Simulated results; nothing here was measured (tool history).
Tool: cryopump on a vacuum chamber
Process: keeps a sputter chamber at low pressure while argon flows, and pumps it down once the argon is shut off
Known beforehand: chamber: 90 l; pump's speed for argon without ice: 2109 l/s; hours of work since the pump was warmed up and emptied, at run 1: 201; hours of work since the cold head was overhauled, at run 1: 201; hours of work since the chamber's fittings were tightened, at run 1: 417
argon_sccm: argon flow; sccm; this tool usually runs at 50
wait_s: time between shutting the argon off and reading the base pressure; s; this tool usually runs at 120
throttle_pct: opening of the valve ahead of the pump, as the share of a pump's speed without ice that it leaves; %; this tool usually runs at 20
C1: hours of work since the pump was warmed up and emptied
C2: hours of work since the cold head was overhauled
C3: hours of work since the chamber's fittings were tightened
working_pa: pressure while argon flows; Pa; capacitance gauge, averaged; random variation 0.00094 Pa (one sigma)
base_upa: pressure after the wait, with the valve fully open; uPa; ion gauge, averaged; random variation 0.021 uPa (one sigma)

{"run": 1, "day": 0.0, "argon_sccm": 50, "wait_s": 120, "throttle_pct": 20, "C1": 201, "C2": 201, "C3": 417, "working_pa": 0.2039, "base_upa": 0.47}
{"run": 2, "day": 2.062, "argon_sccm": 50, "wait_s": 26, "throttle_pct": 20, "C1": 239, "C2": 239, "C3": 455, "working_pa": 0.2044, "base_upa": 1.42}
{"run": 3, "day": 4.5, "argon_sccm": 36, "wait_s": 26, "throttle_pct": 20, "C1": 284, "C2": 284, "C3": 500, "working_pa": 0.1477, "base_upa": 1.43}
{"run": 4, "day": 6.412, "argon_sccm": 36, "wait_s": 88, "throttle_pct": 20, "C1": 319, "C2": 319, "C3": 535, "working_pa": 0.1491, "base_upa": 0.61}
{"run": 5, "day": 7.733, "argon_sccm": 36, "wait_s": 88, "throttle_pct": 20, "C1": 343, "C2": 343, "C3": 559, "working_pa": 0.1488, "base_upa": 0.64}
{"run": 6, "day": 10.283, "argon_sccm": 50, "wait_s": 120, "throttle_pct": 20, "C1": 390, "C2": 390, "C3": 606, "working_pa": 0.2077, "base_upa": 0.58}
{"run": 7, "day": 11.725, "argon_sccm": 50, "wait_s": 120, "throttle_pct": 16, "C1": 417, "C2": 417, "C3": 633, "working_pa": 0.2587, "base_upa": 0.55}
{"run": 8, "day": 14.475, "argon_sccm": 35, "wait_s": 120, "throttle_pct": 20, "C1": 467, "C2": 467, "C3": 683, "working_pa": 0.1457, "base_upa": 0.6}
{"run": 9, "day": 16.404, "argon_sccm": 22, "wait_s": 91, "throttle_pct": 43, "C1": 503, "C2": 503, "C3": 719, "working_pa": 0.0453, "base_upa": 0.69}
{"day": 18.788, "done": "pump warmed up, emptied and cooled again"}
{"run": 10, "day": 18.979, "argon_sccm": 23, "wait_s": 96, "throttle_pct": 33, "C1": 4, "C2": 546, "C3": 762, "working_pa": 0.056, "base_upa": 0.63}
{"run": 11, "day": 20.642, "argon_sccm": 28, "wait_s": 113, "throttle_pct": 53, "C1": 34, "C2": 577, "C3": 793, "working_pa": 0.043, "base_upa": 0.54}
{"run": 12, "day": 21.792, "argon_sccm": 46, "wait_s": 120, "throttle_pct": 20, "C1": 55, "C2": 598, "C3": 814, "working_pa": 0.1852, "base_upa": 0.57}
{"run": 13, "day": 23.567, "argon_sccm": 46, "wait_s": 120, "throttle_pct": 20, "C1": 88, "C2": 631, "C3": 847, "working_pa": 0.1859, "base_upa": 0.56}

A few steps of working_pa between consecutive runs. Split each: what settings, incoming material and random variation would produce without the hidden state, and what is left over for the hidden state, along with gauge scatter present in only one of the two compared results (measured, and without hidden state):
The tool's hidden condition here consists of: pump's speed, % of a pump's without ice; cold plate's temperature, K; leak into the chamber, uPa l/s; drift of the gauge itself on working_pa, %; drift of the gauge itself on base_upa, %.
Run 9 -> 10: argon_sccm 22 -> 23, wait_s 91 -> 96, throttle_pct 43 -> 33, pump warmed up, emptied and cooled again. working_pa +0.0107 Pa: hidden state -0.0037, all else +0.0144.
Run 11 -> 12: argon_sccm 28 -> 46, wait_s 113 -> 120, throttle_pct 53 -> 20. working_pa +0.1422 Pa: hidden state +0.0007, all else +0.1415.

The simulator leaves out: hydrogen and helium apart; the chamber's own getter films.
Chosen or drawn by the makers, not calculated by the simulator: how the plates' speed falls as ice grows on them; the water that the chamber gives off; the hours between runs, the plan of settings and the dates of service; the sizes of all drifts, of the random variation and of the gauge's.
